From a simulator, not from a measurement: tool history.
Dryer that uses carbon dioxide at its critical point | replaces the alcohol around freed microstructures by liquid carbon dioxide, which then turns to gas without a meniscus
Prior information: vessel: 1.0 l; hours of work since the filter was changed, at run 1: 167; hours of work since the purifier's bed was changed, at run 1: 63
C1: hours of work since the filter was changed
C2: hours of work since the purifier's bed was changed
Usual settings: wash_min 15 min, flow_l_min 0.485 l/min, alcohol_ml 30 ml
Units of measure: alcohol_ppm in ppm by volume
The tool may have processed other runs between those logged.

Run 1, hour 0: usual settings; C1 167; C2 63. Result: alcohol_ppm 68 ppm by volume.
Run 2, hour 4.8: usual settings; C1 169; C2 66. Result: alcohol_ppm 75 ppm by volume.
Run 3, hour 12.2: usual settings; C1 173; C2 70. Result: alcohol_ppm 80 ppm by volume.
Run 4, hour 22.7: usual settings but wash_min 9 min; C1 179; C2 75. Result: alcohol_ppm 751 ppm by volume.
Run 5, hour 29.8: usual settings but wash_min 9 min; C1 182; C2 79. Result: alcohol_ppm 772 ppm by volume.
Run 6, hour 36.1: usual settings but wash_min 9 min; C1 186; C2 82. Result: alcohol_ppm 777 ppm by volume.
Run 7, hour 41.5: usual settings but wash_min 19 min, flow_l_min 0.595 l/min, alcohol_ml 33 ml; C1 189; C2 85. Result: alcohol_ppm 14 ppm by volume.
Run 8, hour 49.8: usual settings but wash_min 20 min, alcohol_ml 33 ml; C1 193; C2 90. Result: alcohol_ppm 20 ppm by volume.
Run 9, hour 55.9: usual settings but flow_l_min 0.596 l/min, alcohol_ml 33 ml; C1 196; C2 93. Result: alcohol_ppm 34 ppm by volume.
Run 10, hour 65: usual settings but flow_l_min 0.702 l/min, alcohol_ml 33 ml; C1 201; C2 98. Result: alcohol_ppm 15 ppm by volume.
At hour 75.9: inlet filter changed.
Run 11, hour 76: usual settings but wash_min 13 min; C1 0; C2 103. Result: alcohol_ppm 92 ppm by volume.

Forecast each of these 5 alternatives for the next run:
Run A, hour 81.2: usual settings but wash_min 22 min, flow_l_min 0.492 l/min; C1 3; C2 106. Result: alcohol_ppm ?.
Run B, hour 81.2: usual settings but wash_min 17 min, flow_l_min 0.495 l/min, alcohol_ml 61 ml; C1 3; C2 106. Result: alcohol_ppm ?.
Run C, hour 81.2: usual settings but wash_min 18 min, flow_l_min 0.576 l/min, alcohol_ml 100 ml; C1 3; C2 106. Result: alcohol_ppm ?.
Run D, hour 81.2: usual settings but wash_min 10 min, flow_l_min 0.708 l/min, alcohol_ml 91 ml; C1 3; C2 106. Result: alcohol_ppm ?.
Run E, hour 81.2: usual settings but wash_min 13 min, alcohol_ml 37 ml; C1 3; C2 106. Result: alcohol_ppm ?.

run  alcohol_ppm
  A           19
  B           45
  C           27
  D          156
  E          115
With no hidden state in the tool, these same runs would have given:
run  alcohol_ppm
  A            8
  B           33
  C           16
  D          138
  E          100
